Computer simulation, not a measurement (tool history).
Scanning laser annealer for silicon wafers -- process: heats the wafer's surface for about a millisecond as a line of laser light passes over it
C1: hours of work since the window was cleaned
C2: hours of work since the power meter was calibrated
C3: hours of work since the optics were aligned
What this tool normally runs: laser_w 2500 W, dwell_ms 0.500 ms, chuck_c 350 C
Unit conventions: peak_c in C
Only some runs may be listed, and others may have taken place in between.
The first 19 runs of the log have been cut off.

Run 20, day 15.621: usual settings but dwell_ms 0.410 ms; C1 336; C2 207; C3 1062. Result: peak_c 1087 C.
Run 21, day 16.446: usual settings but dwell_ms 0.454 ms; C1 345; C2 216; C3 1071. Result: peak_c 1118 C.
Run 22, day 17.500: usual settings but dwell_ms 0.454 ms; C1 357; C2 228; C3 1083. Result: peak_c 1120 C.
Run 23, day 18.096: usual settings but dwell_ms 0.421 ms, chuck_c 317 C; C1 363; C2 235; C3 1090. Result: peak_c 1059 C.
Run 24, day 18.629: usual settings but dwell_ms 0.421 ms, chuck_c 317 C; C1 369; C2 241; C3 1096. Result: peak_c 1063 C.
Run 25, day 19.683: usual settings but dwell_ms 0.421 ms, chuck_c 317 C; C1 381; C2 252; C3 1108. Result: peak_c 1061 C.
Run 26, day 20.321: usual settings but laser_w 2460 W, dwell_ms 0.421 ms, chuck_c 328 C; C1 388; C2 260; C3 1115. Result: peak_c 1061 C.
Run 27, day 21.288: usual settings but laser_w 2460 W, dwell_ms 0.421 ms, chuck_c 328 C; C1 399; C2 270; C3 1126. Result: peak_c 1060 C.
Run 28, day 21.946: usual settings but laser_w 2460 W, dwell_ms 0.421 ms, chuck_c 328 C; C1 406; C2 278; C3 1133. Result: peak_c 1059 C.
Run 29, day 22.796: usual settings but laser_w 2276 W, dwell_ms 0.418 ms, chuck_c 349 C; C1 416; C2 287; C3 1142. Result: peak_c 1019 C.
Run 30, day 23.975: usual settings but laser_w 2276 W, dwell_ms 0.418 ms, chuck_c 349 C; C1 429; C2 300; C3 1156. Result: peak_c 1020 C.
Run 31, day 25.179: usual settings but chuck_c 329 C; C1 443; C2 314; C3 1169. Result: peak_c 1129 C.
Run 32, day 25.854: usual settings but laser_w 2561 W, dwell_ms 0.422 ms; C1 450; C2 321; C3 1177. Result: peak_c 1113 C.
Run 33, day 26.883: usual settings but laser_w 2227 W, dwell_ms 0.465 ms; C1 462; C2 333; C3 1188. Result: peak_c 1039 C.
At day 27.792: window over the wafer cleaned.
Run 34, day 28.096: usual settings but laser_w 2696 W, dwell_ms 0.512 ms, chuck_c 340 C; C1 3; C2 346; C3 1201. Result: peak_c 1215 C.
Run 35, day 28.712: usual settings but laser_w 2461 W, dwell_ms 0.512 ms, chuck_c 340 C; C1 10; C2 353; C3 1208. Result: peak_c 1140 C.
Run 36, day 29.279: usual settings but laser_w 2349 W, dwell_ms 0.598 ms, chuck_c 373 C; C1 17; C2 359; C3 1214. Result: peak_c 1186 C.
Run 37, day 29.825: usual settings but laser_w 2490 W, dwell_ms 0.488 ms, chuck_c 332 C; C1 23; C2 365; C3 1220. Result: peak_c 1122 C.
Run 38, day 30.846: usual settings but laser_w 2490 W, dwell_ms 0.488 ms, chuck_c 332 C; C1 34; C2 376; C3 1232. Result: peak_c 1122 C.
Run 39, day 31.738: usual settings but laser_w 2623 W, dwell_ms 0.439 ms, chuck_c 380 C; C1 44; C2 386; C3 1242. Result: peak_c 1173 C.
Run 40, day 32.638: usual settings but laser_w 2357 W, dwell_ms 0.489 ms, chuck_c 384 C; C1 54; C2 396; C3 1252. Result: peak_c 1133 C.
Run 41, day 33.338: usual settings but laser_w 2456 W, dwell_ms 0.566 ms, chuck_c 340 C; C1 62; C2 404; C3 1260. Result: peak_c 1167 C.

3 options for the next run, each taken on its own from the tool as it stands now. Forecast them:
Run A, day 33.854: usual settings but chuck_c 349 C; C1 68; C2 410; C3 1265. Result: peak_c ?.
Run B, day 33.854: usual settings but laser_w 2624 W, dwell_ms 0.463 ms, chuck_c 385 C; C1 68; C2 410; C3 1265. Result: peak_c ?.
Run C, day 33.854: usual settings but laser_w 2156 W, dwell_ms 0.465 ms, chuck_c 376 C; C1 68; C2 410; C3 1265. Result: peak_c ?.

run  peak_c
  A    1148
  B    1201
  C    1040
What these runs would have given with no unlogged condition in the tool:
run  peak_c
  A    1149
  B    1202
  C    1041
